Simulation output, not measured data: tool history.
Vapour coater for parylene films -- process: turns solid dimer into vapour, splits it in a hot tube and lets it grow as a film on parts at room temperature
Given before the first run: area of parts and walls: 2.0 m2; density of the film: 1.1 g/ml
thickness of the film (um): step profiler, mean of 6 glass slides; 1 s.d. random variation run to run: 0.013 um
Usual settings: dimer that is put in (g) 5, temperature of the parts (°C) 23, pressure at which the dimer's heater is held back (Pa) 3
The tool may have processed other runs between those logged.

run   hour  dimer that is put in (g)  temperature of the parts (°C)  pressure at which the dimer's heater is held back (Pa)  thickness of the film (um)
  1      0                         5                             23                                                       3                        1.77
  2   31.2                         2                             23                                                       3                        0.71
  3   49.2                         5                             23                                                    2.31                        1.81
  4   81.6                         5                             34                                                       3                        1.49
  5  102.3                         5                             34                                                       3                        1.48
  6  126.9                         5                             34                                                       3                        1.49
  7  140.5                         5                             34                                                       3                        1.47
  8  158.8                         5                             20                                                       3                        1.84
  9  184.6                         5                             20                                                       3                        1.84
 10  203.5                         5                             16                                                       3                        1.97
 11  229.5                         7                             31                                                    3.11                        2.14
 12  255.8                         8                             31                                                    4.69                        2.33
 13  270.9                         5                             20                                                    6.64                        1.65
 14    293                         3                             23                                                    8.84                        0.88
 15  323.8                         5                             23                                                    5.52                        1.55
 16  338.8                         3                             29                                                    8.55                         0.8
 17  366.8                         4                             28                                                    2.98                        1.19
 18  390.9                         3                             23                                                    6.04                        0.92
 19  411.8                         3                             23                                                    6.04                        0.91

Put back what was entered between runs (1 entry, withheld): which listed runs does each sit between, and how does the hidden state differ from the listed run before to the listed run after?
In the gap between runs 13 and 14: trap's valve overhauled (hour 277.3)
  vapour lost through the trap's worn valve, %: 7.2 -> 12; true temperature of the parts over the reading, C: -0.67 -> -0.68
  measured less the result without the state, thickness of the film (um): -0.11 -> -0.11
